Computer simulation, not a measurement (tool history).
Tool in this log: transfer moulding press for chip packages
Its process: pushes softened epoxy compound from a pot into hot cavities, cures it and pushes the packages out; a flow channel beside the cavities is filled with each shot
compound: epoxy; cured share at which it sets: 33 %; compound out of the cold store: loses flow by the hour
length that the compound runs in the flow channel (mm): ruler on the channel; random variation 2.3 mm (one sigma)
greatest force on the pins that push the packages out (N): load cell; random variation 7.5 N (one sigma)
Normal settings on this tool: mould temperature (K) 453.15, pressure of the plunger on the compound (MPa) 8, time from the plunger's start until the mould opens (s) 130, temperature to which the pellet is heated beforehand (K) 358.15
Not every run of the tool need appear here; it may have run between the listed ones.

| run | day | mould temperature (K) | pressure of the plunger on the compound (MPa) | time from the plunger's start until the mould opens (s) | temperature to which the pellet is heated beforehand (K) | incoming compound's hours out of the cold store | length that the compound runs in the flow channel (mm) | greatest force on the pins that push the packages out (N) |
|---|---|---|---|---|---|---|---|---|
| 1 | 0 | 453.15 | 8 | 130 | 358.15 | 36.9 | 764 | 324 |
| 2 | 1.858 | 453.15 | 8 | 130 | 358.15 | 41.7 | 740 | 433 |
|  | 4.483 | cavities cleaned with cleaning compound and waxed |
| 3 | 4.675 | 453.15 | 8 | 130 | 351.15 | 10.3 | 832 | 321 |
|  | 5.929 | plunger's sealing rings changed |
| 4 | 7.908 | 453.15 | 7.23 | 130 | 351.15 | 36.6 | 741 | 509 |
|  | 9.158 | cavities cleaned with cleaning compound and waxed |
| 5 | 10.567 | 453.15 | 7.23 | 169 | 351.15 | 47.3 | 702 | 391 |
| 6 | 13.008 | 453.15 | 8 | 130 | 358.15 | 12.5 | 845 | 532 |
|  | 13.688 | cavities cleaned with cleaning compound and waxed |
| 7 | 17 | 453.15 | 8 | 130 | 358.15 | 31 | 777 | 507 |
|  | 18.217 | cavities cleaned with cleaning compound and waxed |
| 8 | 18.754 | 453.15 | 8 | 130 | 358.15 | 11.6 | 840 | 353 |
| 9 | 22.279 | 453.15 | 6.04 | 130 | 358.15 | 27.5 | 680 | 525 |
|  | 22.767 | cavities cleaned with cleaning compound and waxed |
| 10 | 24.617 | 453.15 | 6.04 | 130 | 358.15 | 10 | 728 | 440 |
|  | 25.667 | plunger's sealing rings changed |
| 11 | 26.646 | 453.15 | 6.04 | 130 | 358.15 | 29.2 | 694 | 537 |
|  | 27.383 | cavities cleaned with cleaning compound and waxed |
| 12 | 28.325 | 453.15 | 8 | 130 | 361.15 | 34.8 | 782 | 375 |
| 13 | 31.096 | 453.15 | 8 | 130 | 361.15 | 29.2 | 798 | 492 |
|  | 31.921 | cavities cleaned with cleaning compound and waxed |
| 14 | 33.625 | 449.15 | 8 | 130 | 358.15 | 18.8 | 833 | 454 |
| 15 | 35.658 | 453.15 | 8 | 131 | 358.15 | 16.9 | 826 | 494 |
|  | 36.562 | cavities cleaned with cleaning compound and waxed |
| 16 | 37.917 | 453.15 | 8 | 131 | 358.15 | 8.9 | 847 | 402 |
| 17 | 39.846 | 453.15 | 8 | 131 | 358.15 | 13.5 | 830 | 504 |
|  | 41.046 | cavities cleaned with cleaning compound and waxed |
| 18 | 42.5 | 453.15 | 8 | 131 | 358.15 | 10.4 | 835 | 419 |
| 19 | 44.579 | 453.15 | 8 | 130 | 359.15 | 22.6 | 795 | 494 |
|  | 45.55 | plunger's sealing rings changed |
|  | 45.783 | cavities cleaned with cleaning compound and waxed |
| 20 | 47.912 | 453.15 | 8 | 130 | 359.15 | 25.4 | 805 | 457 |
| 21 | 50.075 | 453.15 | 8 | 130 | 359.15 | 33 | 782 | 513 |
|  | 50.496 | cavities cleaned with cleaning compound and waxed |
|  | 51.588 | mould's thermocouples calibrated |
| 22 | 53.721 | 450.15 | 7.43 | 135 | 360.15 | 28.2 | 769 | 510 |
|  | 55.242 | cavities cleaned with cleaning compound and waxed |
| 23 | 55.558 | 450.15 | 7.43 | 135 | 360.15 | 17.9 | 800 | 354 |
| 24 | 57.475 | 446.15 | 7.43 | 135 | 360.15 | 41 | 733 | 500 |
|  | 59.879 | cavities cleaned with cleaning compound and waxed |
| 25 | 61.167 | 454.15 | 7.43 | 134 | 360.15 | 27.7 | 752 | 392 |
| 26 | 64.025 | 459.15 | 6.34 | 139 | 365.15 | 13.3 | 720 | 489 |
|  | 64.625 | cavities cleaned with cleaning compound and waxed |
|  | 65.492 | plunger's sealing rings changed |
| 27 | 67.529 | 453.15 | 9.79 | 115 | 362.15 | 8.9 | 950 | 526 |
|  | 69.267 | cavities cleaned with cleaning compound and waxed |
| 28 | 69.283 | 453.15 | 9.79 | 115 | 362.15 | 11.4 | 939 | 356 |

Some steps in length that the compound runs in the flow channel (mm) between neighbouring runs. How much of each would the tool show without its hidden state too (settings, what came in, random variation), and how much is left for the hidden state, with any gauge scatter that isn't in both results?
The tool's hidden condition here consists of: true mould temperature over the reading, C; pressure that reaches the compound, % of what is set; grip of the stained cavities, % over clean ones'; drift of the gauge itself on flow_mm, %; drift of the gauge itself on push_out_n, %.
Run 3 -> 4: pressure of the plunger on the compound (MPa) 8 -> 7.23, plunger's sealing rings changed. length that the compound runs in the flow channel (mm) -91: hidden state +25, all else -116.
Run 8 -> 9: pressure of the plunger on the compound (MPa) 8 -> 6.04. length that the compound runs in the flow channel (mm) -160: hidden state +0, all else -160.
Run 10 -> 11: plunger's sealing rings changed. length that the compound runs in the flow channel (mm) -34: hidden state +24, all else -58.
Run 26 -> 27: mould temperature (K) 459.15 -> 453.15, pressure of the plunger on the compound (MPa) 6.34 -> 9.79, time from the plunger's start until the mould opens (s) 139 -> 115, temperature to which the pellet is heated beforehand (K) 365.15 -> 362.15, cavities cleaned with cleaning compound and waxed, plunger's sealing rings changed. length that the compound runs in the flow channel (mm) +230: hidden state +18, all else +212.

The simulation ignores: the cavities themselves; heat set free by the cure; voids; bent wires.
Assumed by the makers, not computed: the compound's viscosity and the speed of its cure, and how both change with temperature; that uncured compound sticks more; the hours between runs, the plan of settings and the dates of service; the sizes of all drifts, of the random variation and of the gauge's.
